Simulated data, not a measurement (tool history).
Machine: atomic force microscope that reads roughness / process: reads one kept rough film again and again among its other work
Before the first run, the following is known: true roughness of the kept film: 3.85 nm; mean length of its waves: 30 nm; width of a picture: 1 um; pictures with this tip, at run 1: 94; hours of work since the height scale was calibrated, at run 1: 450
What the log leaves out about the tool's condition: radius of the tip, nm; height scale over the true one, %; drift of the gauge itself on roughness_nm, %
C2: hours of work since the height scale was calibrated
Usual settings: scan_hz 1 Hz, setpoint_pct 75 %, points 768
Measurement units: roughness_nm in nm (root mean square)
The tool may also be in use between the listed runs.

run 1 day=0 | scan_hz=1 setpoint_pct=75 points=768 | pictures_with_this_tip=94 C2=450 | roughness_nm=2.544
-- day=0.667 new tip fitted
run 2 day=0.825 | scan_hz=1 setpoint_pct=75 points=768 | pictures_with_this_tip=6 C2=463 | roughness_nm=3.152
run 3 day=2.654 | scan_hz=1 setpoint_pct=75 points=768 | pictures_with_this_tip=66 C2=492 | roughness_nm=2.702
run 4 day=4.004 | scan_hz=1 setpoint_pct=69 points=768 | pictures_with_this_tip=110 C2=513 | roughness_nm=2.458
-- day=4.15 new tip fitted
run 5 day=5.679 | scan_hz=1 setpoint_pct=69 points=768 | pictures_with_this_tip=50 C2=539 | roughness_nm=2.816
run 6 day=7.025 | scan_hz=1 setpoint_pct=69 points=768 | pictures_with_this_tip=94 C2=560 | roughness_nm=2.486
-- day=7.721 new tip fitted
run 7 day=7.792 | scan_hz=1 setpoint_pct=69 points=768 | pictures_with_this_tip=2 C2=571 | roughness_nm=3.223
run 8 day=8.738 | scan_hz=1 setpoint_pct=75 points=593 | pictures_with_this_tip=33 C2=586 | roughness_nm=2.907
run 9 day=10.067 | scan_hz=1 setpoint_pct=75 points=593 | pictures_with_this_tip=77 C2=607 | roughness_nm=2.587
-- day=11.254 new tip fitted
run 10 day=11.888 | scan_hz=1 setpoint_pct=75 points=593 | pictures_with_this_tip=21 C2=635 | roughness_nm=2.983
run 11 day=12.808 | scan_hz=1 setpoint_pct=75 points=736 | pictures_with_this_tip=51 C2=649 | roughness_nm=2.729
run 12 day=14.325 | scan_hz=1 setpoint_pct=75 points=736 | pictures_with_this_tip=101 C2=673 | roughness_nm=2.392
-- day=14.904 new tip fitted
run 13 day=15.138 | scan_hz=1 setpoint_pct=75 points=736 | pictures_with_this_tip=7 C2=685 | roughness_nm=3.158
run 14 day=16.538 | scan_hz=1 setpoint_pct=75 points=736 | pictures_with_this_tip=54 C2=707 | roughness_nm=2.719
run 15 day=18.221 | scan_hz=1 setpoint_pct=75 points=736 | pictures_with_this_tip=109 C2=734 | roughness_nm=2.381
-- day=18.462 new tip fitted
run 16 day=19.483 | scan_hz=1 setpoint_pct=75 points=768 | pictures_with_this_tip=34 C2=753 | roughness_nm=2.906
run 17 day=21.046 | scan_hz=1 setpoint_pct=75 points=768 | pictures_with_this_tip=85 C2=778 | roughness_nm=2.528
-- day=22.029 new tip fitted
run 18 day=22.054 | scan_hz=1 setpoint_pct=75 points=768 | pictures_with_this_tip=1 C2=793 | roughness_nm=3.18
run 19 day=23.292 | scan_hz=1 setpoint_pct=75 points=768 | pictures_with_this_tip=42 C2=812 | roughness_nm=2.833
run 20 day=25.108 | scan_hz=1 setpoint_pct=75 points=768 | pictures_with_this_tip=102 C2=841 | roughness_nm=2.465
-- day=25.642 new tip fitted
run 21 day=26.454 | scan_hz=1 setpoint_pct=73 points=768 | pictures_with_this_tip=26 C2=862 | roughness_nm=2.978
run 22 day=27.308 | scan_hz=0.66 setpoint_pct=73 points=768 | pictures_with_this_tip=55 C2=875 | roughness_nm=2.806
run 23 day=28.092 | scan_hz=0.66 setpoint_pct=73 points=768 | pictures_with_this_tip=80 C2=887 | roughness_nm=2.623
-- day=29.212 new tip fitted
run 24 day=29.388 | scan_hz=0.66 setpoint_pct=73 points=768 | pictures_with_this_tip=5 C2=907 | roughness_nm=3.243
run 25 day=30.779 | scan_hz=0.66 setpoint_pct=73 points=768 | pictures_with_this_tip=51 C2=929 | roughness_nm=2.757
run 26 day=31.738 | scan_hz=0.66 setpoint_pct=73 points=768 | pictures_with_this_tip=83 C2=944 | roughness_nm=2.584
-- day=32.871 new tip fitted
run 27 day=33.517 | scan_hz=0.66 setpoint_pct=73 points=768 | pictures_with_this_tip=22 C2=971 | roughness_nm=3.121
run 28 day=35.158 | scan_hz=2.05 setpoint_pct=76 points=768 | pictures_with_this_tip=76 C2=997 | roughness_nm=2.442
-- day=35.333 height scale calibrated on a step standard
run 29 day=36.229 | scan_hz=3.16 setpoint_pct=57 points=768 | pictures_with_this_tip=110 C2=14 | roughness_nm=2.368
-- day=36.5 new tip fitted
run 30 day=37.392 | scan_hz=3.16 setpoint_pct=57 points=415 | pictures_with_this_tip=29 C2=32 | roughness_nm=2.928
run 31 day=38.612 | scan_hz=3.16 setpoint_pct=57 points=289 | pictures_with_this_tip=69 C2=51 | roughness_nm=2.583
-- day=39.158 height scale calibrated on a step standard, once more
run 32 day=39.817 | scan_hz=3.16 setpoint_pct=57 points=289 | pictures_with_this_tip=108 C2=10 | roughness_nm=2.371
-- day=40.054 new tip fitted
run 33 day=41.3 | scan_hz=3.16 setpoint_pct=57 points=289 | pictures_with_this_tip=41 C2=33 | roughness_nm=2.806
run 34 day=42.892 | scan_hz=1.4 setpoint_pct=83 points=289 | pictures_with_this_tip=93 C2=58 | roughness_nm=2.341
-- day=43.662 new tip fitted
run 35 day=43.854 | scan_hz=1.4 setpoint_pct=83 points=289 | pictures_with_this_tip=7 C2=73 | roughness_nm=2.919
run 36 day=45.408 | scan_hz=0.64 setpoint_pct=75 points=677 | pictures_with_this_tip=58 C2=97 | roughness_nm=2.827
run 37 day=47.083 | scan_hz=0.52 setpoint_pct=86 points=361 | pictures_with_this_tip=113 C2=123 | roughness_nm=2.369
-- day=47.262 new tip fitted
run 38 day=47.9 | scan_hz=1 setpoint_pct=86 points=768 | pictures_with_this_tip=21 C2=136 | roughness_nm=2.897
run 39 day=49.458 | scan_hz=1.42 setpoint_pct=75 points=768 | pictures_with_this_tip=72 C2=160 | roughness_nm=2.536
run 40 day=50.467 | scan_hz=1.42 setpoint_pct=75 points=768 | pictures_with_this_tip=106 C2=176 | roughness_nm=2.323
-- day=50.758 new tip fitted
run 41 day=51.621 | scan_hz=1.42 setpoint_pct=75 points=768 | pictures_with_this_tip=28 C2=194 | roughness_nm=2.864
run 42 day=52.379 | scan_hz=0.95 setpoint_pct=83 points=664 | pictures_with_this_tip=53 C2=205 | roughness_nm=2.671
run 43 day=53.442 | scan_hz=1.74 setpoint_pct=62 points=768 | pictures_with_this_tip=88 C2=222 | roughness_nm=2.531
-- day=54.321 new tip fitted
run 44 day=55.283 | scan_hz=1 setpoint_pct=68 points=623 | pictures_with_this_tip=32 C2=251 | roughness_nm=2.953
run 45 day=56.546 | scan_hz=2.32 setpoint_pct=81 points=444 | pictures_with_this_tip=74 C2=270 | roughness_nm=2.275
run 46 day=57.638 | scan_hz=1 setpoint_pct=87 points=463 | pictures_with_this_tip=109 C2=287 | roughness_nm=2.239
-- day=57.904 new tip fitted
run 47 day=58.508 | scan_hz=0.55 setpoint_pct=89 points=474 | pictures_with_this_tip=20 C2=301 | roughness_nm=3.004
run 48 day=59.617 | scan_hz=0.95 setpoint_pct=75 points=306 | pictures_with_this_tip=56 C2=318 | roughness_nm=2.73

Predict each of these 4 candidate next runs independently; none follows another, all start after run 48:
run A day=61.058 | scan_hz=2.23 setpoint_pct=75 points=768 | pictures_with_this_tip=104 C2=341 | roughness_nm=?
run B day=61.058 | scan_hz=1.77 setpoint_pct=81 points=510 | pictures_with_this_tip=104 C2=341 | roughness_nm=?
run C day=61.058 | scan_hz=2.25 setpoint_pct=71 points=569 | pictures_with_this_tip=104 C2=341 | roughness_nm=?
run D day=61.058 | scan_hz=0.57 setpoint_pct=75 points=768 | pictures_with_this_tip=104 C2=341 | roughness_nm=?

run=A roughness_nm=2.304
run=B roughness_nm=2.295
run=C roughness_nm=2.356
run=D roughness_nm=2.52
What these runs would have given with no unlogged condition in the tool:
run=A roughness_nm=3.029
run=B roughness_nm=3.015
run=C roughness_nm=3.095
run=D roughness_nm=3.314
